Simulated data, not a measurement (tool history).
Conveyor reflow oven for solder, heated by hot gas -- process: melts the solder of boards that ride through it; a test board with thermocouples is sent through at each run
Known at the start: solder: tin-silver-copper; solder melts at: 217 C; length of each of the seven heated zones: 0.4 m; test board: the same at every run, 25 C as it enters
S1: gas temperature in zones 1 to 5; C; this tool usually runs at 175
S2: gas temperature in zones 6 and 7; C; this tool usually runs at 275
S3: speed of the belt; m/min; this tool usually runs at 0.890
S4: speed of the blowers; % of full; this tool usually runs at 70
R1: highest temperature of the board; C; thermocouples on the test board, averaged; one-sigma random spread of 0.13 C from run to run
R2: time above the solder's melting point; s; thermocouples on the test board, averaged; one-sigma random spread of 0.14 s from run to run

Run 1, hour 0.0: usual settings. Result: R1 257.6 C, R2 43.1 s.
Run 2, hour 32.2: usual settings. Result: R1 257.9 C, R2 43.4 s.
Run 3, hour 103.2: usual settings. Result: R1 257.3 C, R2 43.4 s.
Run 4, hour 161.1: usual settings but S2 278 C. Result: R1 260.2 C, R2 44.6 s.
Run 5, hour 224.6: usual settings but S3 0.816 m/min. Result: R1 260.4 C, R2 49.3 s.
Run 6, hour 280.2: usual settings but S3 0.816 m/min. Result: R1 260.5 C, R2 49.4 s.
Run 7, hour 312.3: usual settings but S3 0.816 m/min. Result: R1 260.3 C, R2 49.3 s.
Run 8, hour 343.7: usual settings but S3 0.816 m/min. Result: R1 260.4 C, R2 49.1 s.
Run 9, hour 375.3: usual settings but S3 0.816 m/min. Result: R1 260.4 C, R2 49.2 s.
Run 10, hour 408.2: usual settings but S3 0.816 m/min. Result: R1 260.4 C, R2 49.3 s.
Run 11, hour 443.5: usual settings but S3 0.816 m/min. Result: R1 260.5 C, R2 49.3 s.
At hour 466.9: thermocouples of zones 6 and 7 changed.
At hour 483.4: flux residue cleaned out of gas plates and filters.
Run 12, hour 517.7: usual settings but S3 0.816 m/min. Result: R1 260.4 C, R2 49.5 s.
Run 13, hour 585.5: usual settings but S3 0.816 m/min. Result: R1 260.4 C, R2 49.2 s.
Run 14, hour 615.1: usual settings. Result: R1 257.5 C, R2 43.7 s.
Run 15, hour 646.3: usual settings but S3 0.750 m/min. Result: R1 262.7 C, R2 55.4 s.
Run 16, hour 703.4: usual settings but S3 0.750 m/min. Result: R1 262.8 C, R2 55.4 s.
Run 17, hour 755.0: usual settings but S1 161 C, S3 1.018 m/min, S4 86 % of full. Result: R1 255.1 C, R2 34.5 s.
Run 18, hour 786.0: usual settings but S1 161 C, S3 1.018 m/min, S4 86 % of full. Result: R1 255.2 C, R2 34.5 s.
Run 19, hour 857.2: usual settings but S1 161 C, S3 1.018 m/min, S4 86 % of full. Result: R1 255.4 C, R2 34.6 s.
Run 20, hour 918.9: usual settings but S2 265 C, S3 0.833 m/min. Result: R1 250.8 C, R2 44.0 s.
Run 21, hour 976.3: usual settings but S1 185 C. Result: R1 259.1 C, R2 47.5 s.
Run 22, hour 1036.5: usual settings but S1 176 C, S2 266 C, S3 0.987 m/min, S4 54 % of full. Result: R1 239.7 C, R2 28.2 s.
Run 23, hour 1077.3: usual settings but S1 176 C, S2 266 C, S3 0.987 m/min, S4 54 % of full. Result: R1 239.7 C, R2 28.1 s.
Run 24, hour 1133.5: usual settings but S1 176 C, S2 266 C, S3 0.991 m/min, S4 55 % of full. Result: R1 240.2 C, R2 28.5 s.
Run 25, hour 1171.0: usual settings but S1 176 C, S2 266 C, S3 0.759 m/min, S4 55 % of full. Result: R1 250.0 C, R2 47.7 s.
Run 26, hour 1232.3: usual settings but S1 176 C, S2 266 C, S3 0.759 m/min, S4 55 % of full. Result: R1 250.2 C, R2 47.7 s.
Run 27, hour 1283.1: usual settings but S1 176 C, S2 278 C, S3 1.005 m/min, S4 77 % of full. Result: R1 258.2 C, R2 39.2 s.
At hour 1346.4: flux residue cleaned out of gas plates and filters.
Run 28, hour 1346.4: usual settings but S1 172 C, S4 75 % of full. Result: R1 259.5 C, R2 44.5 s.
Run 29, hour 1394.0: usual settings but S1 181 C, S2 280 C, S4 53 % of full. Result: R1 257.4 C, R2 45.2 s.
Run 30, hour 1441.1: usual settings but S1 180 C, S2 282 C, S4 87 % of full. Result: R1 270.2 C, R2 50.3 s.

Branching from run 30: 4 alternative next runs. What would each branch give?
Run A, hour 1482.3: usual settings but S1 180 C, S2 278 C, S3 0.815 m/min, S4 90 % of full. Result: R1 ?, R2 ?.
Run B, hour 1482.3: usual settings but S2 278 C. Result: R1 ?, R2 ?.
Run C, hour 1482.3: usual settings but S1 180 C, S2 282 C, S3 0.909 m/min, S4 87 % of full. Result: R1 ?, R2 ?.
Run D, hour 1482.3: usual settings but S1 178 C, S2 282 C, S3 0.722 m/min, S4 87 % of full. Result: R1 ?, R2 ?.

run     R1    R2
  A  269.2  55.3
  B  261.1  45.8
  C  269.4  49.2
  D  274.8  63.8
With the hidden condition removed and each run's random variation left untouched, the same runs would have given:
run     R1    R2
  A  268.3  53.3
  B  259.8  43.8
  C  268.3  47.4
  D  273.9  61.6

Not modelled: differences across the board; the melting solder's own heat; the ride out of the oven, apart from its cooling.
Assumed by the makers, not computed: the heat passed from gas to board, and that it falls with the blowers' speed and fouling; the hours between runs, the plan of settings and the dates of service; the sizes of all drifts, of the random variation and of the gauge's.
